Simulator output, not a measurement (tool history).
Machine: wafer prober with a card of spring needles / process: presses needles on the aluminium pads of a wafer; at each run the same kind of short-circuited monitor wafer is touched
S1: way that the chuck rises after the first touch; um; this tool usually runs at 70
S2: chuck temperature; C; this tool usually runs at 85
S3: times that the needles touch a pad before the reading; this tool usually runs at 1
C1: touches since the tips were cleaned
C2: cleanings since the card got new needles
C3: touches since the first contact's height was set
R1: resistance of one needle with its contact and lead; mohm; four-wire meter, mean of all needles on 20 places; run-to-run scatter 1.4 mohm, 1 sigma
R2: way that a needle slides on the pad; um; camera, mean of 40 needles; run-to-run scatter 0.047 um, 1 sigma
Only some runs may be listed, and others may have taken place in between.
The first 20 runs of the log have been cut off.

| run | hour | S1 | S2 | S3 | C1 | C2 | C3 | R1 | R2 |
|---|---|---|---|---|---|---|---|---|---|
| 21 | 170.9 | 50 | 113 | 1 | 5988 | 24 | 205963 | 257 | 12.54 |
|  | 173.4 | tips cleaned on abrasive film |
| 22 | 182.5 | 55 | 113 | 3 | 5536 | 25 | 213005 | 173 | 13.75 |
|  | 186 | tips cleaned on abrasive film |
| 23 | 192.4 | 70 | 75 | 1 | 3952 | 26 | 219056 | 184 | 17.66 |
|  | 196.6 | height of the first contact set anew |
|  | 199 | tips cleaned on abrasive film |
| 24 | 203.1 | 89 | 63 | 2 | 2503 | 27 | 3932 | 132 | 22.88 |
| 25 | 210.8 | 70 | 85 | 3 | 7239 | 27 | 8668 | 148 | 17.91 |
|  | 211.9 | tips cleaned on abrasive film |
| 26 | 216 | 67 | 85 | 3 | 2487 | 28 | 11744 | 143 | 17.17 |
|  | 224.6 | tips cleaned on abrasive film |
| 27 | 224.6 | 72 | 31 | 2 | 0 | 29 | 16974 | 117 | 18.42 |
| 28 | 233.9 | 80 | 36 | 1 | 5709 | 29 | 22683 | 171 | 20.5 |
|  | 237.3 | tips cleaned on abrasive film |
| 29 | 241 | 80 | 36 | 1 | 2256 | 30 | 26996 | 150 | 20.51 |
|  | 250 | tips cleaned on abrasive film |
| 30 | 251.9 | 52 | 30 | 2 | 1149 | 31 | 33601 | 152 | 13.18 |
| 31 | 259.9 | 70 | 37 | 3 | 6077 | 31 | 38529 | 146 | 17.92 |
|  | 263.1 | tips cleaned on abrasive film |
| 32 | 270.3 | 66 | 121 | 2 | 4433 | 32 | 44855 | 171 | 16.82 |
|  | 275.3 | tips cleaned on abrasive film |
| 33 | 281.4 | 71 | 44 | 2 | 3749 | 33 | 51566 | 154 | 18.14 |
|  | 287.4 | tips cleaned on abrasive film |
| 34 | 287.4 | 71 | 29 | 3 | 0 | 34 | 55200 | 120 | 18.07 |

Below are 3 alternative next runs, each starting from the tool's condition after run 34. Predict each:
| A | 298.5 | 83 | 71 | 1 | 6811 | 34 | 62011 | ? | ? |
| B | 298.5 | 51 | 85 | 1 | 6811 | 34 | 62011 | ? | ? |
| C | 298.5 | 70 | 55 | 3 | 6811 | 34 | 62011 | ? | ? |

| run | R1 | R2 |
|---|---|---|
| A | 170 | 21.22 |
| B | 257 | 12.96 |
| C | 146 | 17.78 |
Take away the tool's hidden state, keep each run's random variation, and the runs would have read:
| run | R1 | R2 |
|---|---|---|
| A | 117 | 21.34 |
| B | 132 | 13.08 |
| C | 119 | 17.91 |
